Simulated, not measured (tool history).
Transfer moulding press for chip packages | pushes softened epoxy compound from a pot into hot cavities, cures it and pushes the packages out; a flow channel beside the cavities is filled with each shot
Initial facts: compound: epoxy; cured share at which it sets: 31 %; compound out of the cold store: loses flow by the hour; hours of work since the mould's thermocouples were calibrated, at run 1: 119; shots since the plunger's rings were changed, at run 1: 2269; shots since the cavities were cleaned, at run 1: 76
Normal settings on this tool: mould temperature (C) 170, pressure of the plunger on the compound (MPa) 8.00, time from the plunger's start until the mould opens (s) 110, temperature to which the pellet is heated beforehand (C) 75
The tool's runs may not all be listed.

run    hour  mould temperature (C)  pressure of the plunger on the compound (MPa)  time from the plunger's start until the mould opens (s)  temperature to which the pellet is heated beforehand (C)  hours of work since the mould's thermocouples were calibrated  shots since the plunger's rings were changed  shots since the cavities were cleaned  incoming compound's hours out of the cold store  length that the compound runs in the flow channel (mm)  greatest force on the pins that push the packages out (N)
  1     0.0                    170                                           8.00                                                      110                                                        75                                                            119                                          2269                                     76                                             38.9                                                     567                                                        229
       69.1  -- cavities cleaned with cleaning compound and waxed
  2    97.8                    170                                           8.00                                                      110                                                        81                                                            176                                          3264                                    297                                             38.0                                                     555                                                        293
      142.8  -- cavities cleaned with cleaning compound and waxed
  3   185.1                    170                                           6.08                                                      110                                                        75                                                            227                                          4150                                    437                                             23.2                                                     527                                                        336
      215.6  -- cavities cleaned with cleaning compound and waxed
      241.7  -- plunger's sealing rings changed
  4   243.2                    170                                           8.00                                                      110                                                        75                                                            258                                            15                                    259                                             23.3                                                     637                                                        290
      294.2  -- cavities cleaned with cleaning compound and waxed
  5   299.1                    170                                           8.00                                                      110                                                        75                                                            291                                           577                                     50                                             48.0                                                     551                                                        215
  6   355.3                    170                                           6.83                                                      110                                                        75                                                            324                                          1158                                    631                                             25.9                                                     569                                                        359
      371.1  -- cavities cleaned with cleaning compound and waxed
  7   417.5                    170                                           6.83                                                      110                                                        75                                                            359                                          1785                                    479                                              8.5                                                     620                                                        341
      446.0  -- cavities cleaned with cleaning compound and waxed
  8   494.1                    170                                           8.00                                                      110                                                        75                                                            404                                          2561                                    497                                             26.0                                                     608                                                        342
      520.2  -- cavities cleaned with cleaning compound and waxed
  9   558.1                    170                                           8.00                                                      110                                                        75                                                            441                                          3207                                    392                                             25.5                                                     604                                                        324
      593.3  -- cavities cleaned with cleaning compound and waxed
 10   612.8                    170                                           7.20                                                      136                                                        75                                                            472                                          3757                                    202                                             22.9                                                     584                                                        269
      624.0  -- mould's thermocouples calibrated
      667.9  -- cavities cleaned with cleaning compound and waxed
 11   676.0                    170                                           7.20                                                      136                                                        75                                                             30                                          4374                                     85                                             11.1                                                     612                                                        200
      708.9  -- plunger's sealing rings changed
 12   727.8                    166                                           7.80                                                      141                                                        75                                                             59                                           194                                    593                                             37.2                                                     587                                                        334
      750.7  -- cavities cleaned with cleaning compound and waxed
      824.2  -- cavities cleaned with cleaning compound and waxed
 13   832.0                    170                                           8.00                                                      141                                                        75                                                            119                                          1240                                     80                                             43.4                                                     560                                                        223
      902.5  -- cavities cleaned with cleaning compound and waxed
 14   907.0                    170                                           8.00                                                      141                                                        75                                                            162                                          1999                                     45                                             32.0                                                     592                                                        191
      974.8  -- cavities cleaned with cleaning compound and waxed
 15   986.7                    170                                           8.00                                                      141                                                        75                                                            208                                          2808                                    123                                             36.7                                                     573                                                        226
     1052.7  -- cavities cleaned with cleaning compound and waxed
 16  1063.3                    170                                           8.00                                                      141                                                        75                                                            252                                          3583                                    109                                             10.3                                                     656                                                        226
     1125.5  -- cavities cleaned with cleaning compound and waxed
 17  1157.3                    174                                           8.00                                                      141                                                        75                                                            307                                          4540                                    329                                             41.6                                                     540                                                        272

Forecast each of these 4 alternatives for the next run:
     1174.8  -- plunger's sealing rings changed
     1206.4  -- cavities cleaned with cleaning compound and waxed
  A  1206.4                    168                                           8.00                                                      118                                                        75                                                            334                                           311                                      0                                             12.3                                                       ?                                                          ?
     1174.8  -- plunger's sealing rings changed
     1206.4  -- cavities cleaned with cleaning compound and waxed
  B  1206.4                    165                                           8.00                                                      119                                                        75                                                            334                                           311                                      0                                             33.4                                                       ?                                                          ?
     1174.8  -- plunger's sealing rings changed
     1206.4  -- cavities cleaned with cleaning compound and waxed
  C  1206.4                    162                                           7.14                                                      126                                                        75                                                            334                                           311                                      0                                             11.7                                                       ?                                                          ?
     1174.8  -- plunger's sealing rings changed
     1206.4  -- cavities cleaned with cleaning compound and waxed
  D  1206.4                    162                                           8.32                                                      137                                                        75                                                            334                                           311                                      0                                             28.9                                                       ?                                                          ?

run  length that the compound runs in the flow channel (mm)  greatest force on the pins that push the packages out (N)
  A                                                     677                                                        194
  B                                                     612                                                        210
  C                                                     659                                                        226
  D                                                     647                                                        207
With the hidden condition removed and each run's random variation left untouched, the same runs would have given:
run  length that the compound runs in the flow channel (mm)  greatest force on the pins that push the packages out (N)
  A                                                     683                                                        194
  B                                                     617                                                        211
  C                                                     665                                                        230
  D                                                     653                                                        208
